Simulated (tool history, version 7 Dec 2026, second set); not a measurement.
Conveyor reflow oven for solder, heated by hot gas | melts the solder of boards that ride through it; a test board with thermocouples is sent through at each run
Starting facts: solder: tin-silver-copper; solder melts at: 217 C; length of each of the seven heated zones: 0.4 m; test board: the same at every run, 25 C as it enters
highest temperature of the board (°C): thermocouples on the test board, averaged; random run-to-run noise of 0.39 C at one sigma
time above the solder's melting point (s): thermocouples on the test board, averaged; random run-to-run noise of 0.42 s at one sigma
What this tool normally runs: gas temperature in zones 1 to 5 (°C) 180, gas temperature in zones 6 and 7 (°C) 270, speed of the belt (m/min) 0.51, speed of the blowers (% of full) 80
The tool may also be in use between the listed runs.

run   hour  gas temperature in zones 1 to 5 (°C)  gas temperature in zones 6 and 7 (°C)  speed of the belt (m/min)  speed of the blowers (% of full)  highest temperature of the board (°C)  time above the solder's melting point (s)
  1      0                                   180                                    270                       0.51                                80                                  261.8                                       82.9
  2   34.4                                   180                                    270                       0.51                                80                                  261.9                                       82.8
  3     59                                   180                                    270                      0.459                                80                                  264.9                                       94.9
  4   88.6                                   180                                    279                      0.459                                80                                    273                                       98.6
  5  124.2                                   180                                    279                      0.459                                80                                  273.7                                       98.9
  6  152.4                                   180                                    270                       0.51                                80                                  262.9                                       82.9
  7  189.6                                   180                                    270                       0.51                                80                                    262                                       82.5
  8  213.7                                   180                                    270                       0.51                                80                                  262.3                                       83.1
  9  239.3                                   180                                    270                       0.51                                80                                  262.1                                       82.2
 10  276.5                                   180                                    270                      0.577                                80                                  259.7                                       70.8
 11  308.5                                   180                                    270                      0.577                                80                                  259.5                                       70.8
 12    329                                   180                                    270                       0.51                                80                                  261.9                                       82.8
 13  355.7                                   180                                    284                       0.51                                80                                  276.1                                       88.5
 14  387.9                                   180                                    284                       0.51                                80                                    275                                       89.9
     401.8  -- flux residue cleaned out of gas plates and filters
 15  410.9                                   180                                    284                       0.51                                80                                  276.6                                       90.2
 16  434.3                                   180                                    270                       0.51                                80                                  263.5                                       83.4
 17  473.3                                   169                                    281                      0.466                                80                                  274.9                                       94.2
 18  494.3                                   194                                    264                      0.447                                51                                    258                                      100.1
 19  525.1                                   180                                    272                      0.507                                80                                    265                                       84.9
 20  541.3                                   180                                    272                      0.507                                80                                  265.8                                       85.2
 21  569.7                                   168                                    268                      0.512                                77                                  260.5                                       76.7
 22  602.2                                   168                                    268                      0.512                                77                                  258.9                                       75.5
 23  630.9                                   180                                    265                      0.524                                80                                  256.9                                       78.3
 24  665.7                                   180                                    265                      0.524                                80                                  257.5                                       78.6
 25  697.1                                   180                                    265                      0.573                                71                                  253.7                                       67.8
 26    735                                   180                                    265                      0.573                                71                                  254.4                                       67.3
 27  760.7                                   180                                    265                      0.573                                71                                  253.9                                       68.5
 28  784.2                                   180                                    265                      0.573                                71                                  254.4                                       67.3
 29  805.8                                   177                                    271                      0.448                                85                                  266.5                                       97.2
     828.3  -- flux residue cleaned out of gas plates and filters
 30    837                                   180                                    280                      0.556                                67                                  269.7                                         79
 31  855.3                                   170                                    284                      0.463                                60                                  274.9                                       94.7

Predict each of these 4 candidate next runs independently; none follows another, all start after run 31:
  A  883.6                                   170                                    272                      0.509                                60                                      ?                                          ?
  B  883.6                                   180                                    278                      0.579                                80                                      ?                                          ?
  C  883.6                                   170                                    264                      0.463                                53                                      ?                                          ?
  D  883.6                                   171                                    284                      0.601                                56                                      ?                                          ?

run  highest temperature of the board (°C)  time above the solder's melting point (s)
  A                                  261.2                                       78.2
  B                                  267.6                                         76
  C                                  255.2                                       81.3
  D                                  265.3                                         68
Take away the tool's hidden state, keep each run's random variation, and the runs would have read:
run  highest temperature of the board (°C)  time above the solder's melting point (s)
  A                                  258.7                                       75.4
  B                                  265.2                                       73.8
  C                                  252.6                                         78
  D                                  262.7                                       65.6

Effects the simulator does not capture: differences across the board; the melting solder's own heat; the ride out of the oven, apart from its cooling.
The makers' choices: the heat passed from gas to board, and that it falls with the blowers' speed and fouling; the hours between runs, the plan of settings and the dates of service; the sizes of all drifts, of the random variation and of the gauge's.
